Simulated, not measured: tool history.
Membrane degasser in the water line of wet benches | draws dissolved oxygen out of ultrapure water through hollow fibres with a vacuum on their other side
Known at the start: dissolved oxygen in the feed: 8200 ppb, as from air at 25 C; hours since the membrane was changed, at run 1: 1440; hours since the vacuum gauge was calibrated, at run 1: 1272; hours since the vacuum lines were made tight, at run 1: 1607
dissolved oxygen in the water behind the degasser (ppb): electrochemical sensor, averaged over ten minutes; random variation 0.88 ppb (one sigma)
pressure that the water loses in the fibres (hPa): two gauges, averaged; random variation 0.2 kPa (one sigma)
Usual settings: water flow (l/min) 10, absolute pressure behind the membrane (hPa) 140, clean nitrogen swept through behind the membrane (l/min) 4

run	hour	water flow (l/min)	absolute pressure behind the membrane (hPa)	clean nitrogen swept through behind the membrane (l/min)	hours since the membrane was changed	hours since the vacuum gauge was calibrated	hours since the vacuum lines were made tight	dissolved oxygen in the water behind the degasser (ppb)	pressure that the water loses in the fibres (hPa)
1	0	10	140	4	1440	1272	1607	82.3	465
2	84.5	10	290	4	1524	1357	1692	170.4	466.2
3	176.2	10	160	4	1616	1449	1784	93.2	464.5
4	232.8	10	160	4	1673	1505	1840	94.9	463.1
5	301.7	10	160	4	1742	1574	1909	94.8	467.3
6	389.8	10	87	4	1830	1662	1997	48.9	462.4
7	456.8	14	87	4	1897	1729	2064	88.4	648.5
8	520.6	14	87	4	1961	1793	2128	88.1	650.9
9	578.5	14	87	4	2018	1851	2186	87.7	648.7
10	658.5	14	87	4	2098	1931	2266	86.1	653.3
11	717.4	10	140	4	2157	1990	2325	81.7	464.4
12	798.4	10	140	4	2238	2071	2406	82.7	461.7
13	869.6	10	140	4	2310	2142	2477	84.4	464.6
14	924.7	8	140	4	2365	2197	2532	60	369.4
15	1030.4	10	140	3.87	2470	2303	2638	83.8	462.7
16	1125.2	12	140	3.87	2565	2398	2733	109.9	553.5
17	1202.2	12	140	3.87	2642	2475	2809	109.3	559.1
18	1269.2	10	102	4.9	2709	2542	2877	51	461.9
19	1315.6	10	102	4.9	2756	2588	2923	52.1	465
20	1362.2	7	202	2.19	2802	2635	2970	138.2	324.7
21	1418.6	11	342	4	2859	2691	3026	226.5	509.8
22	1509.2	11	342	4	2949	2782	3117	225.4	507.6

The next listed run, before its measurement:
23	1566.2	8	246	4	3006	2839	3174	?	?

dissolved oxygen in the water behind the degasser (ppb): 114.3
pressure that the water loses in the fibres (hPa): 370.6
Without the tool's hidden state the same run would have given dissolved oxygen in the water behind the degasser (ppb) 114.3, pressure that the water loses in the fibres (hPa) 370.5.

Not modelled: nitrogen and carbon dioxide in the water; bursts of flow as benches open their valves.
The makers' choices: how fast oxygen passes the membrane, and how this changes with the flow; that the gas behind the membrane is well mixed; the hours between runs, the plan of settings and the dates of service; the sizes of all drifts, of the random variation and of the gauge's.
